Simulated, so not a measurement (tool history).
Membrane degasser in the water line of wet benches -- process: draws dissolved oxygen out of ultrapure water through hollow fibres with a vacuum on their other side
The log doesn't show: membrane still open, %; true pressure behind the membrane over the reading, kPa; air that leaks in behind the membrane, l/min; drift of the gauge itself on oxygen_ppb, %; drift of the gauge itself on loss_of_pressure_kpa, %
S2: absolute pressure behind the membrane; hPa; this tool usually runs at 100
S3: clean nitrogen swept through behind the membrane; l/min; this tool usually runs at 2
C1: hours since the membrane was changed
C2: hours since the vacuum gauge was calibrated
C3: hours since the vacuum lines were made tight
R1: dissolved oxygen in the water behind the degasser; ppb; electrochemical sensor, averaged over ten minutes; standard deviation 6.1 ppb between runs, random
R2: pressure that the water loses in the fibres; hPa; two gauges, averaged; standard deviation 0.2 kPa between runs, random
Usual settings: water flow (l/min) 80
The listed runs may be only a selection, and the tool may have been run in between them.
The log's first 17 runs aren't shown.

Run 18, day 77.796: usual settings but S2 71 hPa, S3 5.7 l/min; C1 2539; C2 4332; C3 880. Result: R1 338.2 ppb, R2 419.5 hPa.
Run 19, day 83.212: usual settings but water flow (l/min) 59, S2 114 hPa, S3 1.15 l/min; C1 2669; C2 4462; C3 1010. Result: R1 834.1 ppb, R2 311.5 hPa.
Run 20, day 86.617: usual settings but water flow (l/min) 59, S2 114 hPa, S3 1.15 l/min; C1 2751; C2 4544; C3 1091. Result: R1 823.2 ppb, R2 310.4 hPa.
Run 21, day 89.454: usual settings but water flow (l/min) 108, S2 110 hPa, S3 2.1 l/min; C1 2819; C2 4612; C3 1160. Result: R1 1079.9 ppb, R2 570.5 hPa.
Run 22, day 95.471: usual settings but water flow (l/min) 108, S2 110 hPa, S3 2.1 l/min; C1 2963; C2 4757; C3 1304. Result: R1 1081.1 ppb, R2 571.5 hPa.
Run 23, day 100.121: usual settings but water flow (l/min) 108, S2 110 hPa, S3 0.88 l/min; C1 3075; C2 4868; C3 1416. Result: R1 1576.6 ppb, R2 573.6 hPa.
Run 24, day 105.217: usual settings but water flow (l/min) 108, S2 175 hPa, S3 0.88 l/min; C1 3197; C2 4990; C3 1538. Result: R1 2361.7 ppb, R2 575.6 hPa.
Run 25, day 111.358: usual settings but S2 166 hPa, S3 0.83 l/min; C1 3345; C2 5138; C3 1685. Result: R1 1893.1 ppb, R2 424 hPa.
Run 26, day 116.833: usual settings but S2 166 hPa, S3 0.83 l/min; C1 3476; C2 5269; C3 1817. Result: R1 1881 ppb, R2 426.3 hPa.
Run 27, day 119.7: usual settings but S2 166 hPa, S3 0.83 l/min; C1 3545; C2 5338; C3 1885. Result: R1 1863.9 ppb, R2 422.8 hPa.
Run 28, day 122.5: usual settings but water flow (l/min) 78, S2 106 hPa, S3 2.89 l/min; C1 3612; C2 5405; C3 1953. Result: R1 606.1 ppb, R2 413.8 hPa.
Run 29, day 127.367: usual settings but water flow (l/min) 55; C1 3729; C2 5522; C3 2069. Result: R1 453.9 ppb, R2 293.5 hPa.
Run 30, day 130.179: usual settings but water flow (l/min) 59, S3 4.54 l/min; C1 3796; C2 5590; C3 2137. Result: R1 297.5 ppb, R2 312.8 hPa.
Run 31, day 135.379: usual settings but water flow (l/min) 59, S3 4.54 l/min; C1 3921; C2 5714; C3 2262. Result: R1 295.8 ppb, R2 313 hPa.
Run 32, day 141.371: usual settings but S2 118 hPa; C1 4065; C2 5858; C3 2406. Result: R1 844.8 ppb, R2 426.8 hPa.

Here are 3 independent what-if runs from the current tool condition. What would each one return?
Run A, day 144.654: usual settings but water flow (l/min) 82; C1 4144; C2 5937; C3 2484. Result: R1 ?, R2 ?.
Run B, day 144.654: usual settings but S2 188 hPa; C1 4144; C2 5937; C3 2484. Result: R1 ?, R2 ?.
Run C, day 144.654: usual settings but water flow (l/min) 75, S2 76 hPa, S3 5.2 l/min; C1 4144; C2 5937; C3 2484. Result: R1 ?, R2 ?.

run      R1     R2
  A   741.7  440.6
  B  1286.4  424.8
  C   333.7  401.7
Take away the tool's hidden state, keep each run's random variation, and the runs would have read:
run      R1     R2
  A   714.7  431.1
  B  1263.1  415.5
  C   313.6    393
